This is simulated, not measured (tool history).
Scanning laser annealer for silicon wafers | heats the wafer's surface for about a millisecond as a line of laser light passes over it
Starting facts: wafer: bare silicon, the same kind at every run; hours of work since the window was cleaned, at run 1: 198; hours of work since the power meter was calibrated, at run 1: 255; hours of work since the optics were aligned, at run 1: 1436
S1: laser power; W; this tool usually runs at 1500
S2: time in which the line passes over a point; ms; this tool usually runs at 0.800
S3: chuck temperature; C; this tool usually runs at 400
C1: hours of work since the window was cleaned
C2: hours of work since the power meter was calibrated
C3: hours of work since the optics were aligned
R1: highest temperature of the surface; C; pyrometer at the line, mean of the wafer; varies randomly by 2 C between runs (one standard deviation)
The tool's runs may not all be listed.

run	hour	S1	S2	S3	C1	C2	C3	R1
1	0.0	1500	0.800	400	198	255	1436	1249
2	7.0	1500	0.800	400	203	260	1441	1253
3	14.7	1500	0.800	400	209	266	1447	1251
4	23.2	1500	0.800	400	215	272	1453	1250
5	29.9	1500	0.800	400	220	277	1458	1249
6	41.0	1500	0.800	400	228	286	1467	1251
7	49.4	1500	0.589	400	235	292	1473	1140
8	62.2	1463	0.983	390	244	301	1483	1297
9	74.7	1500	0.952	426	253	311	1492	1344
10	86.0	1332	0.621	361	262	319	1500	1039
11	94.0	1448	0.605	436	268	325	1506	1161

Run 12, settings as shown, results not yet in. Your forecast:
12	99.9	1317	0.607	362	272	330	1511	?

For run 12 the tool returned R1 1028 C.
With no hidden state in the tool, this same run would have given R1 1028 C.

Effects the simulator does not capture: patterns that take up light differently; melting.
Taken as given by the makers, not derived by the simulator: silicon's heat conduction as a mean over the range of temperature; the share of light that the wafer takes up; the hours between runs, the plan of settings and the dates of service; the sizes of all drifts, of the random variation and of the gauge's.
